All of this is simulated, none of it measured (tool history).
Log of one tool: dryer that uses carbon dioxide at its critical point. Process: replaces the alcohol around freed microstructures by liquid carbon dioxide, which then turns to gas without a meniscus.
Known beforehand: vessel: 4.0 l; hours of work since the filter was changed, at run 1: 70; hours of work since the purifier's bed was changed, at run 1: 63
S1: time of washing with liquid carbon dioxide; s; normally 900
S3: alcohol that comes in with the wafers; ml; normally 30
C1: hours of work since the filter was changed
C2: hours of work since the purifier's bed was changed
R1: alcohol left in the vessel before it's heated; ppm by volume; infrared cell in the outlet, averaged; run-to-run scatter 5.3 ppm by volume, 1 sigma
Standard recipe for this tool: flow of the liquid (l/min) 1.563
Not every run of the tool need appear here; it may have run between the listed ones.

{"run": 1, "hour": 0.0, "S1": 900, "flow of the liquid (l/min)": 1.563, "S3": 30, "C1": 70, "C2": 63, "R1": 144}
{"run": 2, "hour": 12.1, "S1": 900, "flow of the liquid (l/min)": 1.563, "S3": 30, "C1": 74, "C2": 67, "R1": 148}
{"run": 3, "hour": 29.8, "S1": 900, "flow of the liquid (l/min)": 1.563, "S3": 30, "C1": 79, "C2": 72, "R1": 145}
{"run": 4, "hour": 39.9, "S1": 900, "flow of the liquid (l/min)": 1.563, "S3": 30, "C1": 82, "C2": 75, "R1": 149}
{"run": 5, "hour": 56.9, "S1": 900, "flow of the liquid (l/min)": 1.563, "S3": 35, "C1": 88, "C2": 81, "R1": 176}
{"run": 6, "hour": 73.6, "S1": 900, "flow of the liquid (l/min)": 1.563, "S3": 30, "C1": 93, "C2": 86, "R1": 163}
{"run": 7, "hour": 90.5, "S1": 900, "flow of the liquid (l/min)": 1.51, "S3": 30, "C1": 98, "C2": 91, "R1": 187}
{"run": 8, "hour": 107.6, "S1": 900, "flow of the liquid (l/min)": 1.51, "S3": 30, "C1": 103, "C2": 96, "R1": 193}
{"run": 9, "hour": 119.7, "S1": 900, "flow of the liquid (l/min)": 1.51, "S3": 30, "C1": 107, "C2": 100, "R1": 187}
{"run": 10, "hour": 138.2, "S1": 900, "flow of the liquid (l/min)": 1.563, "S3": 49, "C1": 112, "C2": 105, "R1": 270}
{"run": 11, "hour": 152.3, "S1": 600, "flow of the liquid (l/min)": 1.563, "S3": 49, "C1": 116, "C2": 109, "R1": 937}
{"run": 12, "hour": 167.8, "S1": 600, "flow of the liquid (l/min)": 1.563, "S3": 49, "C1": 121, "C2": 114, "R1": 967}
{"run": 13, "hour": 177.8, "S1": 600, "flow of the liquid (l/min)": 1.563, "S3": 49, "C1": 124, "C2": 117, "R1": 918}
{"run": 14, "hour": 186.9, "S1": 600, "flow of the liquid (l/min)": 1.563, "S3": 49, "C1": 127, "C2": 120, "R1": 950}
{"run": 15, "hour": 205.7, "S1": 600, "flow of the liquid (l/min)": 1.563, "S3": 49, "C1": 133, "C2": 126, "R1": 977}
{"run": 16, "hour": 223.3, "S1": 840, "flow of the liquid (l/min)": 1.66, "S3": 30, "C1": 138, "C2": 131, "R1": 187}
{"run": 17, "hour": 236.0, "S1": 840, "flow of the liquid (l/min)": 1.66, "S3": 30, "C1": 142, "C2": 135, "R1": 194}
{"run": 18, "hour": 255.1, "S1": 960, "flow of the liquid (l/min)": 1.563, "S3": 66, "C1": 148, "C2": 141, "R1": 310}
{"run": 19, "hour": 264.3, "S1": 1440, "flow of the liquid (l/min)": 1.92, "S3": 39, "C1": 150, "C2": 143, "R1": 32}
{"run": 20, "hour": 277.9, "S1": 1440, "flow of the liquid (l/min)": 1.92, "S3": 39, "C1": 155, "C2": 148, "R1": 27}
{"run": 21, "hour": 296.7, "S1": 1440, "flow of the liquid (l/min)": 1.92, "S3": 39, "C1": 160, "C2": 153, "R1": 27}
{"run": 22, "hour": 315.0, "S1": 720, "flow of the liquid (l/min)": 1.5, "S3": 31, "C1": 166, "C2": 159, "R1": 469}
{"run": 23, "hour": 333.3, "S1": 900, "flow of the liquid (l/min)": 1.22, "S3": 30, "C1": 171, "C2": 164, "R1": 457}
{"run": 24, "hour": 351.1, "S1": 900, "flow of the liquid (l/min)": 2.5, "S3": 30, "C1": 177, "C2": 170, "R1": 39}
{"run": 25, "hour": 367.1, "S1": 900, "flow of the liquid (l/min)": 1.66, "S3": 48, "C1": 182, "C2": 175, "R1": 263}
{"run": 26, "hour": 376.2, "S1": 1020, "flow of the liquid (l/min)": 1.45, "S3": 102, "C1": 184, "C2": 177, "R1": 569}
{"run": 27, "hour": 392.2, "S1": 1140, "flow of the liquid (l/min)": 1.46, "S3": 106, "C1": 189, "C2": 182, "R1": 383}

Forecast run 28:
{"run": 28, "hour": 403.8, "S1": 540, "flow of the liquid (l/min)": 1.3, "S3": 58, "C1": 193, "C2": 186, "R1": "?"}

R1: 2437 ppm by volume
Were there no unlogged condition in the tool, this run, its random variation unchanged, would have produced R1 1808 ppm by volume.
